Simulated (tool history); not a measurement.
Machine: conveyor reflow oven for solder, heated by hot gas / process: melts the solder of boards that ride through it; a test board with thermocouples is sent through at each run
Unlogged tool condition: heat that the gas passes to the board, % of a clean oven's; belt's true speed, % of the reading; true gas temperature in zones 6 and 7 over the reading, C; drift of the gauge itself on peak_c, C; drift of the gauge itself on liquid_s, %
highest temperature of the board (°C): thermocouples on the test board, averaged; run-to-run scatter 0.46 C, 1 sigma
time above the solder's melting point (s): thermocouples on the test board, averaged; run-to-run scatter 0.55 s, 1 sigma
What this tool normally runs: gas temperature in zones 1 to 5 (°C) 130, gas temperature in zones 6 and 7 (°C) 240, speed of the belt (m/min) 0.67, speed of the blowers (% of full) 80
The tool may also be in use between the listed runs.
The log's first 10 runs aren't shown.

| run | hour | gas temperature in zones 1 to 5 (°C) | gas temperature in zones 6 and 7 (°C) | speed of the belt (m/min) | speed of the blowers (% of full) | hours of work since the flux was cleaned out | hours of work since the belt drive was overhauled | hours of work since the thermocouples were changed | highest temperature of the board (°C) | time above the solder's melting point (s) |
|---|---|---|---|---|---|---|---|---|---|---|
| 11 | 140.4 | 144 | 240 | 0.67 | 80 | 272 | 501 | 614 | 217.7 | 55.7 |
| 12 | 162.2 | 130 | 240 | 0.67 | 80 | 285 | 514 | 627 | 214.5 | 47.8 |
| 13 | 171.3 | 130 | 240 | 0.67 | 80 | 290 | 520 | 633 | 214.2 | 48.1 |
|  | 177.2 | belt drive overhauled, speed set with a stopwatch |
| 14 | 193.2 | 130 | 240 | 0.67 | 80 | 301 | 10 | 644 | 213.4 | 48.5 |
| 15 | 203.2 | 130 | 240 | 0.67 | 80 | 307 | 16 | 650 | 214 | 48 |
| 16 | 218.3 | 130 | 240 | 0.67 | 80 | 317 | 25 | 659 | 213.5 | 48.2 |
| 17 | 238.3 | 130 | 240 | 0.67 | 80 | 329 | 37 | 671 | 213.7 | 46.7 |
| 18 | 255.1 | 130 | 240 | 0.67 | 80 | 339 | 47 | 681 | 213.5 | 47.8 |
| 19 | 268.8 | 130 | 228 | 0.727 | 88 | 347 | 56 | 690 | 202.3 | 32.8 |
|  | 280.3 | belt drive overhauled, speed set with a stopwatch, once more |
| 20 | 288.7 | 130 | 228 | 0.727 | 88 | 357 | 5 | 699 | 201.7 | 32.3 |
| 21 | 303.4 | 130 | 241 | 0.67 | 59 | 366 | 14 | 708 | 206.7 | 39.8 |
| 22 | 316.7 | 130 | 241 | 0.67 | 59 | 374 | 22 | 716 | 207.4 | 40.1 |
| 23 | 336.9 | 141 | 250 | 0.67 | 68 | 386 | 34 | 729 | 219.3 | 54.3 |
| 24 | 347.7 | 141 | 250 | 0.709 | 68 | 393 | 41 | 735 | 217.1 | 50.4 |
| 25 | 362.9 | 141 | 250 | 0.709 | 68 | 402 | 50 | 744 | 215.9 | 48.8 |
| 26 | 372.3 | 140 | 252 | 0.633 | 69 | 408 | 56 | 750 | 223.2 | 60.5 |
|  | 393.6 | flux residue cleaned out of gas plates and filters |
| 27 | 394.6 | 140 | 245 | 0.633 | 69 | 1 | 67 | 761 | 221.8 | 60.3 |
| 28 | 406.9 | 140 | 245 | 0.633 | 69 | 8 | 74 | 768 | 221.7 | 59.8 |
| 29 | 422.5 | 131 | 232 | 0.67 | 80 | 18 | 84 | 778 | 210.2 | 44.9 |
| 30 | 442.6 | 137 | 240 | 0.67 | 61 | 30 | 96 | 790 | 211.2 | 47.9 |

4 options for the next run, each taken on its own from the tool as it stands now. Forecast them:
| A | 464.3 | 143 | 240 | 0.758 | 61 | 43 | 109 | 803 | ? | ? |
| B | 464.3 | 130 | 240 | 0.728 | 62 | 43 | 109 | 803 | ? | ? |
| C | 464.3 | 137 | 240 | 0.603 | 76 | 43 | 109 | 803 | ? | ? |
| D | 464.3 | 124 | 240 | 0.67 | 85 | 43 | 109 | 803 | ? | ? |

| run | highest temperature of the board (°C) | time above the solder's melting point (s) |
|---|---|---|
| A | 208.2 | 40.1 |
| B | 206.9 | 36.2 |
| C | 219.7 | 61 |
| D | 215.9 | 46.8 |
What these runs would have given with no unlogged condition in the tool:
| run | highest temperature of the board (°C) | time above the solder's melting point (s) |
|---|---|---|
| A | 211.2 | 42.9 |
| B | 210.1 | 39.2 |
| C | 223.1 | 63.4 |
| D | 219.4 | 49.3 |
